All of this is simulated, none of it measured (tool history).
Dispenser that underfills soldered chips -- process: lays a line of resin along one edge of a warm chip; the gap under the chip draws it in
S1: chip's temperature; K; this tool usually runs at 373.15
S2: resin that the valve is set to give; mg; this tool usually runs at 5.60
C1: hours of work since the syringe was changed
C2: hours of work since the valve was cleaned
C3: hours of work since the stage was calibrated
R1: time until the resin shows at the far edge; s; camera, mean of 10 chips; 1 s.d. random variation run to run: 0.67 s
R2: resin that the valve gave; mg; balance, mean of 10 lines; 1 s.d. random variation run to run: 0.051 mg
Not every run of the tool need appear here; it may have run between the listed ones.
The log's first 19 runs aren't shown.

run   hour      S1    S2  C1  C2   C3     R1    R2
 20  187.1  380.15  6.54  10  78  434   57.0  6.05
     190.2  -- dispensing valve cleaned and set on the balance
     191.4  -- new syringe of resin
 21  197.3  380.15  6.54   4   5  440   47.6  6.51
 22  207.3  387.15  4.86  11  11  447   50.5  4.82
     209.4  -- new syringe of resin
 23  216.8  364.15  5.66   5  18  453   85.7  5.56
 24  224.2  368.15  5.60  10  22  458   85.6  5.58
     228.0  -- new syringe of resin
 25  230.7  375.15  6.71   2  27  462   51.8  6.58
 26  236.0  369.15  5.60   5  30  465   74.2  5.44
 27  242.7  369.15  5.48  10  35  470   82.6  5.37
     246.0  -- new syringe of resin
 28  251.1  372.15  5.28   3  40  475   63.4  5.08
 29  263.0  363.15  6.43  11  48  483  102.9  6.22
     263.9  -- new syringe of resin
 30  275.9  363.15  6.43   8  57  492   93.7  6.06
     282.0  -- new syringe of resin
 31  286.5  387.15  7.18   3  64  499   37.4  6.83
 32  297.0  372.15  5.41  10  71  506   77.3  5.05
     299.9  -- new syringe of resin
 33  304.2  372.15  5.41   3  75  510   61.5  5.02

5 ways to go on from here, each from the tool as it stands after run 33. What would each give?
     310.7  -- dispensing valve cleaned and set on the balance
  A  314.2  387.15  6.85   9   2  517   ?   ?
     310.7  -- dispensing valve cleaned and set on the balance
  B  314.2  373.15  5.64   9   2  517   ?   ?
     310.7  -- dispensing valve cleaned and set on the balance
  C  314.2  383.15  4.88   9   2  517   ?   ?
     310.7  -- dispensing valve cleaned and set on the balance
  D  314.2  379.15  6.11   9   2  517   ?   ?
     310.7  -- dispensing valve cleaned and set on the balance
  E  314.2  384.15  6.98   9   2  517   ?   ?

run    R1    R2
  A  45.2  6.88
  B  70.8  5.55
  C  53.4  4.94
  D  58.0  6.05
  E  49.2  7.02
With the hidden condition removed and each run's random variation left untouched, the same runs would have given:
run    R1    R2
  A  38.3  6.88
  B  60.5  5.54
  C  45.3  4.94
  D  49.5  6.05
  E  41.9  7.01

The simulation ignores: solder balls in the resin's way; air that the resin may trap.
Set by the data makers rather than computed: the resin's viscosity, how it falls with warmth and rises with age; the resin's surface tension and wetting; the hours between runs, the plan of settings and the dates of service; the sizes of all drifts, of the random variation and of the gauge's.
